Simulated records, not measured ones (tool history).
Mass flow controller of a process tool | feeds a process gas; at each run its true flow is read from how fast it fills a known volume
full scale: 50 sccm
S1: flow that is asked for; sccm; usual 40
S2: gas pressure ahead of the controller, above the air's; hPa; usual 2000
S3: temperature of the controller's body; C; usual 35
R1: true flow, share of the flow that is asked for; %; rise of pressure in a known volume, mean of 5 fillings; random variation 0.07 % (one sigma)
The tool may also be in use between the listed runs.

Run 1, hour 0.0: usual settings. Result: R1 98.84 %.
Run 2, hour 166.6: usual settings. Result: R1 98.95 %.
Run 3, hour 330.5: usual settings. Result: R1 98.95 %.
Run 4, hour 476.1: usual settings. Result: R1 98.78 %.
Run 5, hour 644.3: usual settings. Result: R1 98.84 %.
Run 6, hour 747.6: usual settings but S3 39 C. Result: R1 98.61 %.
Run 7, hour 845.0: usual settings but S3 39 C. Result: R1 98.47 %.
Run 8, hour 975.7: usual settings but S2 2350 hPa. Result: R1 98.81 %.
Run 9, hour 1081.4: usual settings but S1 15 sccm, S2 1550 hPa. Result: R1 97.80 %.
Run 10, hour 1172.3: usual settings but S1 17 sccm, S2 2340 hPa, S3 31 C. Result: R1 98.31 %.
Run 11, hour 1306.8: usual settings but S1 17 sccm, S2 2340 hPa, S3 31 C. Result: R1 98.20 %.
Run 12, hour 1498.5: usual settings but S1 17 sccm, S2 2340 hPa, S3 31 C. Result: R1 98.15 %.
Run 13, hour 1665.7: usual settings but S1 17 sccm, S2 2340 hPa, S3 31 C. Result: R1 98.15 %.

Forecast each of these 5 alternatives for the next run:
Run A, hour 1812.6: usual settings but S1 13 sccm, S2 2590 hPa, S3 24 C. Result: R1 ?.
Run B, hour 1812.6: usual settings but S1 19 sccm, S2 2340 hPa, S3 21 C. Result: R1 ?.
Run C, hour 1812.6: usual settings but S1 28 sccm, S2 2050 hPa, S3 25 C. Result: R1 ?.
Run D, hour 1812.6: usual settings but S1 6 sccm, S2 1420 hPa, S3 21 C. Result: R1 ?.
Run E, hour 1812.6: usual settings but S1 17 sccm, S2 1530 hPa, S3 29 C. Result: R1 ?.

run     R1
  A  98.45
  B  98.87
  C  98.95
  D  97.64
  E  98.03
Without the tool's hidden state the same runs would have given:
run     R1
  A  99.05
  B  99.32
  C  99.31
  D  98.77
  E  98.52

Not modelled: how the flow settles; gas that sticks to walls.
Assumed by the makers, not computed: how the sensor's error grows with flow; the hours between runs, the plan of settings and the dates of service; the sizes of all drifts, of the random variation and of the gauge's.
